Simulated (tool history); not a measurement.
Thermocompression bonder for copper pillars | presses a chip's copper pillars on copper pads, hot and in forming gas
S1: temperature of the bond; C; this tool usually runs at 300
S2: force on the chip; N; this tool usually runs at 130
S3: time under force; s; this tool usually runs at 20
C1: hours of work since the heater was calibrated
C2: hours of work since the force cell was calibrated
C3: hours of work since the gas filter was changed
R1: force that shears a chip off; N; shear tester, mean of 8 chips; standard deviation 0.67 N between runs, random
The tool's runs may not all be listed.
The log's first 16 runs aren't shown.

run	hour	S1	S2	S3	C1	C2	C3	R1
17	148.1	312	130	20	75	373	161	52
18	156.2	300	130	20	81	379	167	42.5
19	167.6	300	130	20	90	388	176	43.7
20	176.4	311	130	20	96	394	183	51.2
21	182.6	311	130	18	101	399	187	48.2
22	192.7	311	130	18	109	407	195	47.2
23	198.2	311	130	18	113	411	199	47.9
24	208.6	274	137	10	121	419	207	22.2
25	219.1	315	82	25	129	427	215	35.9
26	227.6	315	82	25	135	433	221	35.8
27	234.7	312	89	23	141	439	227	36.7
28	242.7	312	89	23	147	445	233	36.2
29	252.1	312	89	48	154	452	240	48.7
30	257.3	300	108	19	158	456	244	34
31	265	300	101	30	164	461	250	38.6
32	275.7	280	191	18	172	470	258	42.6
33	280.9	317	130	32	176	474	262	60.5
34	286.9	285	78	54	180	478	266	28.8
35	293.6	300	142	20	185	483	271	46.1
36	304.3	296	134	16	193	491	279	37.1
37	309.6	277	131	17	197	495	283	26.4
38	319.5	306	113	17	205	503	291	36.7
39	331.3	306	113	17	214	512	300	36.3
40	343.1	300	86	26	223	521	309	29.1
41	349.6	300	86	26	228	526	314	29.2

Predict each of these 3 candidate next runs independently; none follows another, all start after run 41:
# hour 355.8: forming gas filter changed
A	359.8	312	103	35	235	533	3	?
# hour 355.8: forming gas filter changed
B	359.8	325	89	26	235	533	3	?
# hour 355.8: forming gas filter changed
C	359.8	291	122	15	235	533	3	?

run	R1
A	51
B	48.5
C	33.1
With no hidden state in the tool, these same runs would have given:
run	R1
A	50.3
B	47.8
C	32.7
